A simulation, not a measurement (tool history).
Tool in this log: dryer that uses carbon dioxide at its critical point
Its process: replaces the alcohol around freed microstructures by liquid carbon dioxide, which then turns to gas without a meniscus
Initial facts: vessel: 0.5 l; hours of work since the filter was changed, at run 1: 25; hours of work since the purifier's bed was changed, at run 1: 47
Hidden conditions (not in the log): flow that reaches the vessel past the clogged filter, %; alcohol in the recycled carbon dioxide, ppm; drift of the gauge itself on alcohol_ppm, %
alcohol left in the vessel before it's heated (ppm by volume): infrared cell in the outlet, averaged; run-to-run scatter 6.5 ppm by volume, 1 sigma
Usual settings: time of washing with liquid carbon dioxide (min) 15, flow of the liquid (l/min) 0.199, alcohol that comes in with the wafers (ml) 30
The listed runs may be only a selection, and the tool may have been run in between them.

run   hour  time of washing with liquid carbon dioxide (min)  flow of the liquid (l/min)  alcohol that comes in with the wafers (ml)  hours of work since the filter was changed  hours of work since the purifier's bed was changed  alcohol left in the vessel before it's heated (ppm by volume)
  1      0                                                15                       0.199                                          30                                          25                                                  47                                                            299
  2   11.3                                                15                       0.199                                          30                                          31                                                  53                                                            304
  3   21.5                                                15                       0.323                                          30                                          36                                                  58                                                             44
  4   32.3                                                13                       0.199                                          30                                          42                                                  64                                                            578
  5   40.9                                                19                       0.199                                          30                                          46                                                  69                                                            102
  6   53.9                                                15                       0.199                                          42                                          53                                                  76                                                            447
  7   67.5                                                15                       0.199                                          51                                          60                                                  83                                                            525
  8   76.9                                                15                       0.199                                          51                                          65                                                  88                                                            528
  9   86.1                                                15                       0.199                                          51                                          70                                                  93                                                            513
 10   94.7                                                23                       0.199                                          30                                          75                                                  97                                                             60
 11  102.8                                                15                       0.159                                          30                                          79                                                 101                                                            923
 12  116.9                                                15                       0.159                                          30                                          86                                                 109                                                            956
 13  131.9                                                15                       0.159                                          30                                          94                                                 117                                                            957
 14  143.1                                                15                       0.159                                          30                                         100                                                 123                                                            928
 15  152.7                                                14                       0.199                                          50                                         105                                                 128                                                            759
 16  166.3                                                14                       0.131                                          30                                         112                                                 135                                                           2466
 17  178.9                                                14                       0.163                                          83                                         119                                                 141                                                           3134
 18  187.4                                                13                       0.199                                          75                                         123                                                 146                                                           1590
 19  196.3                                                 9                       0.215                                          30                                         128                                                 151                                                           1983
 20    206                                                 9                       0.215                                          30                                         133                                                 156                                                           2011
 21  219.1                                                14                       0.199                                          78                                         140                                                 163                                                           1227
 22  228.6                                                15                       0.225                                          30                                         145                                                 168                                                            209
 23  236.6                                                14                        0.23                                          72                                         149                                                 172                                                            532
 24  246.9                                                15                       0.133                                          37                                         155                                                 177                                                           2443
 25  261.8                                                15                       0.199                                          51                                         163                                                 185                                                            603

Predict each of these 4 candidate next runs independently; none follows another, all start after run 25:
  A  272.2                                                16                       0.199                                          31                                         168                                                 191                                                              ?
  B  272.2                                                15                        0.25                                          30                                         168                                                 191                                                              ?
  C  272.2                                                15                       0.131                                          51                                         168                                                 191                                                              ?
  D  272.2                                                13                       0.136                                          28                                         168                                                 191                                                              ?

run  alcohol left in the vessel before it's heated (ppm by volume)
  A                                                            313
  B                                                            152
  C                                                           3471
  D                                                           2769
Without the tool's hidden state the same runs would have given:
run  alcohol left in the vessel before it's heated (ppm by volume)
  A                                                            203
  B                                                             66
  C                                                           3059
  D                                                           2451
